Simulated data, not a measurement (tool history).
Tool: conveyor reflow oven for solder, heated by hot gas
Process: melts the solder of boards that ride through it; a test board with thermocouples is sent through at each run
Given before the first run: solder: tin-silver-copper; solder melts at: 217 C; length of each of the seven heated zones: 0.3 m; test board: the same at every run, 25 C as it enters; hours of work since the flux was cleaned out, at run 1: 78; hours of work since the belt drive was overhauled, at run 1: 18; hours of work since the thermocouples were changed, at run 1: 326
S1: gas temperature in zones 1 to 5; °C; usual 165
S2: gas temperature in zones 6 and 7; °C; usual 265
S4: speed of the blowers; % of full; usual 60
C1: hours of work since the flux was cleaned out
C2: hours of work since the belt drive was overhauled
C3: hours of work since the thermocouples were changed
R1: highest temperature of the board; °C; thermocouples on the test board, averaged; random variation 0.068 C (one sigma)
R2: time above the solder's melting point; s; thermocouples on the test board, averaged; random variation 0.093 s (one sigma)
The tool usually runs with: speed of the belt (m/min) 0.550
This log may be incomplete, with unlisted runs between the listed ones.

run 1 day=0.000 | S1=165 S2=265 speed_of_the_belt_(m/min)=0.550 S4=60 | C1=78 C2=18 C3=326 | R1=244.41 R2=39.80
run 2 day=0.533 | S1=165 S2=265 speed_of_the_belt_(m/min)=0.550 S4=60 | C1=84 C2=24 C3=332 | R1=244.28 R2=39.78
run 3 day=1.200 | S1=165 S2=265 speed_of_the_belt_(m/min)=0.550 S4=60 | C1=91 C2=31 C3=339 | R1=244.27 R2=39.68
run 4 day=1.950 | S1=165 S2=265 speed_of_the_belt_(m/min)=0.550 S4=60 | C1=99 C2=39 C3=347 | R1=244.27 R2=39.81
run 5 day=2.429 | S1=165 S2=265 speed_of_the_belt_(m/min)=0.550 S4=60 | C1=104 C2=44 C3=352 | R1=244.20 R2=39.90
run 6 day=2.850 | S1=165 S2=265 speed_of_the_belt_(m/min)=0.550 S4=60 | C1=109 C2=49 C3=357 | R1=244.30 R2=39.51
run 7 day=3.250 | S1=165 S2=265 speed_of_the_belt_(m/min)=0.550 S4=60 | C1=113 C2=53 C3=361 | R1=244.13 R2=39.73
run 8 day=3.692 | S1=175 S2=265 speed_of_the_belt_(m/min)=0.550 S4=60 | C1=118 C2=58 C3=366 | R1=246.31 R2=44.36
run 9 day=4.379 | S1=165 S2=265 speed_of_the_belt_(m/min)=0.550 S4=60 | C1=125 C2=65 C3=373 | R1=244.13 R2=39.78
run 10 day=4.804 | S1=165 S2=276 speed_of_the_belt_(m/min)=0.550 S4=60 | C1=130 C2=70 C3=378 | R1=253.44 R2=46.32
run 11 day=5.233 | S1=165 S2=276 speed_of_the_belt_(m/min)=0.550 S4=60 | C1=134 C2=74 C3=383 | R1=253.53 R2=46.31
run 12 day=5.850 | S1=165 S2=276 speed_of_the_belt_(m/min)=0.550 S4=60 | C1=141 C2=81 C3=389 | R1=253.51 R2=46.34
-- day=6.100 flux residue cleaned out of gas plates and filters
run 13 day=6.758 | S1=165 S2=276 speed_of_the_belt_(m/min)=0.550 S4=60 | C1=7 C2=89 C3=397 | R1=252.95 R2=46.11
run 14 day=7.146 | S1=165 S2=276 speed_of_the_belt_(m/min)=0.550 S4=60 | C1=11 C2=93 C3=401 | R1=253.01 R2=45.84
run 15 day=7.483 | S1=165 S2=276 speed_of_the_belt_(m/min)=0.550 S4=60 | C1=15 C2=96 C3=404 | R1=252.98 R2=45.93
-- day=7.996 flux residue cleaned out of gas plates and filters, once more
run 16 day=8.267 | S1=162 S2=265 speed_of_the_belt_(m/min)=0.550 S4=60 | C1=3 C2=102 C3=411 | R1=244.08 R2=38.95
run 17 day=8.783 | S1=162 S2=265 speed_of_the_belt_(m/min)=0.550 S4=60 | C1=8 C2=108 C3=416 | R1=244.11 R2=39.17
run 18 day=9.288 | S1=165 S2=259 speed_of_the_belt_(m/min)=0.481 S4=66 | C1=14 C2=113 C3=422 | R1=245.34 R2=48.79
run 19 day=9.646 | S1=165 S2=259 speed_of_the_belt_(m/min)=0.481 S4=66 | C1=18 C2=117 C3=425 | R1=245.27 R2=48.61
run 20 day=10.338 | S1=162 S2=259 speed_of_the_belt_(m/min)=0.505 S4=66 | C1=25 C2=125 C3=433 | R1=243.34 R2=43.22
run 21 day=10.871 | S1=155 S2=259 speed_of_the_belt_(m/min)=0.505 S4=66 | C1=31 C2=130 C3=439 | R1=242.16 R2=40.34
run 22 day=11.542 | S1=155 S2=266 speed_of_the_belt_(m/min)=0.589 S4=66 | C1=38 C2=138 C3=446 | R1=242.34 R2=33.17
run 23 day=12.254 | S1=155 S2=262 speed_of_the_belt_(m/min)=0.593 S4=73 | C1=46 C2=145 C3=453 | R1=240.54 R2=32.08
run 24 day=12.888 | S1=165 S2=259 speed_of_the_belt_(m/min)=0.550 S4=63 | C1=52 C2=152 C3=460 | R1=240.24 R2=36.75
run 25 day=13.467 | S1=165 S2=259 speed_of_the_belt_(m/min)=0.550 S4=63 | C1=59 C2=158 C3=466 | R1=240.31 R2=36.82
run 26 day=14.200 | S1=165 S2=259 speed_of_the_belt_(m/min)=0.550 S4=51 | C1=67 C2=166 C3=474 | R1=236.56 R2=32.14
run 27 day=14.792 | S1=165 S2=271 speed_of_the_belt_(m/min)=0.563 S4=51 | C1=73 C2=173 C3=481 | R1=245.40 R2=38.98
run 28 day=15.550 | S1=165 S2=271 speed_of_the_belt_(m/min)=0.563 S4=51 | C1=81 C2=181 C3=489 | R1=245.50 R2=38.94
run 29 day=16.333 | S1=165 S2=261 speed_of_the_belt_(m/min)=0.563 S4=51 | C1=89 C2=189 C3=497 | R1=237.09 R2=31.87
run 30 day=16.971 | S1=165 S2=261 speed_of_the_belt_(m/min)=0.563 S4=51 | C1=96 C2=196 C3=504 | R1=237.28 R2=31.59
run 31 day=17.450 | S1=165 S2=274 speed_of_the_belt_(m/min)=0.550 S4=60 | C1=101 C2=201 C3=509 | R1=252.03 R2=45.41
run 32 day=18.125 | S1=164 S2=257 speed_of_the_belt_(m/min)=0.634 S4=57 | C1=109 C2=208 C3=516 | R1=230.83 R2=21.04

How the hidden state differs across the entries between the runs, from the last listed run before each to the first after it:
Logged between run 12 and run 13: flux residue cleaned out of gas plates and filters (day 6.100)
  heat that the gas passes to the board, % of a clean oven's: 96.6 -> 94.9; belt's true speed, % of the reading: 99.8 -> 99.79
  measured result minus the result with no hidden state, R1: -0.74 -> -1.21 °C; R2: -0.51 -> -0.88 s
Logged between run 15 and run 16: flux residue cleaned out of gas plates and filters, once more (day 7.996)
  heat that the gas passes to the board, % of a clean oven's: 94.7 -> 99.1; belt's true speed, % of the reading: 99.78 -> 99.77; true gas temperature in zones 6 and 7 over the reading, C: 0.08 -> 0.09
  measured result minus the result with no hidden state, R1: -1.24 -> -0.05 °C; R2: -0.90 -> +0.02 s

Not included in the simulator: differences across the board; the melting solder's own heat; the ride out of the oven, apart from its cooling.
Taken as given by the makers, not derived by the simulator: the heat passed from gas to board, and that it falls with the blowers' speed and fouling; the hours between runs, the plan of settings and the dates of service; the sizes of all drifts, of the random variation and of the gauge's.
